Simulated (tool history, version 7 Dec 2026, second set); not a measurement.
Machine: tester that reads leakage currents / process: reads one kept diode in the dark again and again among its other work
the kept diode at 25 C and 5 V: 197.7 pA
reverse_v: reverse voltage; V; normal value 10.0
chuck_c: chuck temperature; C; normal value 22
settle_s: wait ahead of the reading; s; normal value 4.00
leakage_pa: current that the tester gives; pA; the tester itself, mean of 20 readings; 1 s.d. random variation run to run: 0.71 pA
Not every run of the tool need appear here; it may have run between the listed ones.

run	hour	reverse_v	chuck_c	settle_s	leakage_pa
1	0.0	10.0	22	4.00	244.24
2	56.5	10.0	22	4.00	243.72
3	139.8	10.0	22	4.00	245.87
4	190.0	10.0	22	4.00	246.83
5	274.2	10.0	22	4.00	248.37
6	318.8	10.0	22	4.00	249.50
7	360.1	10.0	22	4.00	249.22
# hour 367.5: chuck's temperature calibrated
8	407.9	10.0	20	4.00	219.86
9	487.8	12.1	22	4.00	289.83
10	542.9	10.0	28	4.00	410.59
11	624.1	10.4	22	4.00	268.28
12	712.2	2.4	26	6.20	154.11
13	777.2	1.8	32	0.65	205.26
14	857.4	10.0	40	1.06	994.51
# hour 881.2: chuck's temperature calibrated, once more
15	909.8	3.2	40	2.07	470.15
16	990.0	3.2	40	2.07	470.70
17	1032.8	10.5	47	1.14	1517.37
# hour 1040.5: probe card cleaned and baked
18	1073.6	10.5	47	1.14	1522.07
19	1156.3	3.9	47	1.09	860.44
20	1210.9	10.0	43	4.00	1123.51

Below, some changes in leakage_pa between adjacent runs. For each, the amount present without the hidden state too (settings, incoming material, random variation) and the amount remaining for the hidden state with gauge scatter not shared by both compared results:
Unlogged tool condition in this case: stray current of the dirty probe card, pA a volt; current scale over the true one, %; true chuck temperature over the reading, C; drift of the gauge itself on leakage_pa, %.
Run 13 -> 14: reverse_v 1.8 -> 10.0, chuck_c 32 -> 40, settle_s 0.65 -> 1.06. leakage_pa +789.25 pA: hidden state +71.02, all else +718.23.
Run 14 -> 15: reverse_v 10.0 -> 3.2, settle_s 1.06 -> 2.07, chuck's temperature calibrated, once more. leakage_pa -524.36 pA: hidden state -87.06, all else -437.30.
Run 16 -> 17: reverse_v 3.2 -> 10.5, chuck_c 40 -> 47, settle_s 2.07 -> 1.14. leakage_pa +1046.67 pA: hidden state +12.72, all else +1033.95.
